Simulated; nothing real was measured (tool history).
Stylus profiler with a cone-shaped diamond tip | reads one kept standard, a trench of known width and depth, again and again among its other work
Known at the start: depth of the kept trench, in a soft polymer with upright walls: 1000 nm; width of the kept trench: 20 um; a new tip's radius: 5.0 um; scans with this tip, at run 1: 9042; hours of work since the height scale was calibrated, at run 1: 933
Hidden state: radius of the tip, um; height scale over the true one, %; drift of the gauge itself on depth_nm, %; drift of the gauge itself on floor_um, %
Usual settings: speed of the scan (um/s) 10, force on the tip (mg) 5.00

run,hour,speed of the scan (um/s),force on the tip (mg),scans with this tip,hours of work since the height scale was calibrated,depth of the trench (nm),width of the trench's floor (nm)
1,0.0,10,5.00,9042,933,1011.69,12540
2,37.6,10,5.00,9216,951,1011.74,12570
3,75.9,10,5.00,9393,970,1011.94,12550
4,108.5,10,5.00,9544,985,1011.70,12570
5,160.4,10,5.00,9784,1010,1012.24,12500
6,192.5,10,5.00,9932,1025,1011.52,12490
7,251.2,10,5.00,10204,1053,1011.70,12420
8,284.2,4,5.00,10357,1069,1012.21,12430
9,316.9,4,5.00,10508,1085,1012.12,12390
10,369.5,14,5.00,10751,1110,1012.22,12300
11,411.4,14,5.00,10945,1130,1012.13,12300
12,473.3,10,5.00,11231,1159,1012.00,12260
13,521.2,10,5.00,11453,1182,1012.47,12250
14,580.9,10,5.00,11729,1211,1012.50,12200
15,645.8,10,5.00,12029,1242,1013.24,12210
16,692.8,10,5.00,12246,1264,1012.79,12160
17,756.3,37,5.00,12540,1294,1013.05,12060
18,791.0,11,9.77,12701,1311,1018.07,12080
19,859.6,11,9.77,13018,1344,1017.91,12090
20,917.1,36,5.58,13284,1371,1013.54,11920
21,958.2,36,5.58,13474,1391,1014.16,11930
22,1010.6,5,5.28,13716,1416,1012.97,11950
23,1068.2,5,5.28,13983,1443,1013.85,11960
24,1102.7,5,5.28,14142,1460,1013.67,11950
25,1167.6,5,5.28,14442,1491,1013.59,11820
26,1200.9,18,6.47,14596,1507,1015.08,11860
27,1268.2,30,2.33,14907,1539,1009.40,11650
28,1317.3,30,9.65,15135,1562,1018.80,11750
29,1357.3,31,2.28,15320,1581,1009.69,11690
30,1396.7,38,2.19,15502,1600,1009.83,11560
# hour 1432.0: height scale calibrated on a step standard
31,1445.7,32,8.10,15726,7,1012.31,11550
32,1511.2,32,8.10,16029,38,1012.45,11610

The same runs without the tool's hidden state, with the same run-to-run variation:
run,depth of the trench (nm),width of the trench's floor (nm)
1,1009.40,13900
2,1009.40,13960
3,1009.56,13970
4,1009.28,14010
5,1009.73,13970
6,1008.97,13980
7,1009.08,13960
8,1009.53,13990
9,1009.40,13970
10,1009.43,13920
11,1009.27,13940
12,1009.06,13940
13,1009.46,13960
14,1009.41,13950
15,1010.07,14000
16,1009.55,13990
17,1009.72,13920
18,1014.69,13970
19,1014.43,14020
20,1010.00,13880
21,1010.56,13920
22,1009.31,13980
23,1010.10,14020
24,1009.88,14030
25,1009.72,13940
26,1011.16,14010
27,1005.41,13850
28,1014.71,13960
29,1005.58,13930
30,1005.66,13820
31,1012.88,13850
32,1012.94,13940

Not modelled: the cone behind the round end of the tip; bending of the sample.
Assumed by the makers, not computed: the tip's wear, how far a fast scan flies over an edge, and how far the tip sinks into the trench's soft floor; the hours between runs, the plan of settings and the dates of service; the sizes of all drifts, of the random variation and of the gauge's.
